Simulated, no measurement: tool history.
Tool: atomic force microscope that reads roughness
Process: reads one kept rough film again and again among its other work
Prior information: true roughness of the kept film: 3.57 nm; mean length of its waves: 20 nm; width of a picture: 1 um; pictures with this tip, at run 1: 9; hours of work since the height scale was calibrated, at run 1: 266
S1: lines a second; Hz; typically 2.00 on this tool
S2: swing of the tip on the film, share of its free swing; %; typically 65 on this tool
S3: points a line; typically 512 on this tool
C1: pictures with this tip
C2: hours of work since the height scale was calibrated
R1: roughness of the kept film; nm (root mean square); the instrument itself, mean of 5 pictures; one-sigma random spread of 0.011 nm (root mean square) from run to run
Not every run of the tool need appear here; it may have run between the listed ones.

| run | hour | S1 | S2 | S3 | C1 | C2 | R1 |
|---|---|---|---|---|---|---|---|
| 1 | 0.0 | 2.00 | 65 | 512 | 9 | 266 | 2.491 |
| 2 | 13.9 | 2.00 | 65 | 512 | 37 | 276 | 2.250 |
| 3 | 30.3 | 2.00 | 65 | 512 | 70 | 288 | 2.006 |
| 4 | 54.8 | 2.00 | 65 | 512 | 118 | 305 | 1.799 |
| 5 | 70.2 | 2.00 | 65 | 512 | 149 | 316 | 1.658 |
| 6 | 88.7 | 2.00 | 74 | 512 | 186 | 329 | 1.453 |
|  | 98.1 | new tip fitted |
| 7 | 105.1 | 2.00 | 74 | 512 | 14 | 341 | 2.316 |
| 8 | 129.7 | 2.00 | 74 | 512 | 63 | 358 | 1.945 |
| 9 | 151.0 | 2.00 | 65 | 512 | 106 | 373 | 1.814 |
|  | 153.7 | height scale calibrated on a step standard |
| 10 | 173.9 | 2.00 | 65 | 512 | 150 | 14 | 1.655 |
| 11 | 194.4 | 2.00 | 65 | 512 | 191 | 29 | 1.509 |
|  | 200.0 | new tip fitted |
| 12 | 214.0 | 1.44 | 65 | 512 | 28 | 43 | 2.350 |
| 13 | 226.8 | 1.44 | 65 | 512 | 53 | 52 | 2.197 |
| 14 | 240.4 | 1.44 | 65 | 512 | 81 | 62 | 2.038 |
| 15 | 257.3 | 1.44 | 65 | 512 | 114 | 74 | 1.860 |
| 16 | 283.5 | 2.35 | 68 | 381 | 167 | 92 | 1.528 |
|  | 288.8 | height scale calibrated on a step standard, once more |
| 17 | 296.9 | 1.69 | 56 | 381 | 192 | 6 | 1.573 |
|  | 302.8 | new tip fitted |
| 18 | 315.5 | 2.00 | 76 | 530 | 26 | 19 | 2.218 |
| 19 | 331.3 | 3.11 | 66 | 512 | 57 | 30 | 2.041 |
| 20 | 348.7 | 1.93 | 65 | 312 | 92 | 43 | 1.935 |
| 21 | 375.1 | 2.00 | 70 | 308 | 145 | 61 | 1.640 |
| 22 | 395.1 | 0.83 | 60 | 930 | 185 | 76 | 1.673 |
|  | 403.6 | new tip fitted |
| 23 | 410.3 | 3.45 | 61 | 512 | 13 | 86 | 2.381 |
| 24 | 428.5 | 1.48 | 64 | 908 | 50 | 99 | 2.279 |
| 25 | 452.3 | 0.61 | 65 | 629 | 97 | 116 | 2.067 |
| 26 | 465.7 | 0.61 | 65 | 629 | 124 | 126 | 1.914 |
| 27 | 495.9 | 1.22 | 69 | 628 | 185 | 147 | 1.608 |
|  | 506.9 | new tip fitted |
| 28 | 508.6 | 2.00 | 80 | 468 | 4 | 156 | 2.260 |

Alternative continuations, all from the tool just after run 28; predict every row:
| A | 529.6 | 2.43 | 80 | 468 | 46 | 171 | ? |
| B | 529.6 | 1.14 | 65 | 343 | 46 | 171 | ? |
| C | 529.6 | 2.00 | 79 | 269 | 46 | 171 | ? |

| run | R1 |
|---|---|
| A | 1.893 |
| B | 2.229 |
| C | 1.955 |
The same runs, with their run-to-run variation unchanged, on a tool lacking any hidden condition would have given:
| run | R1 |
|---|---|
| A | 2.249 |
| B | 2.647 |
| C | 2.321 |
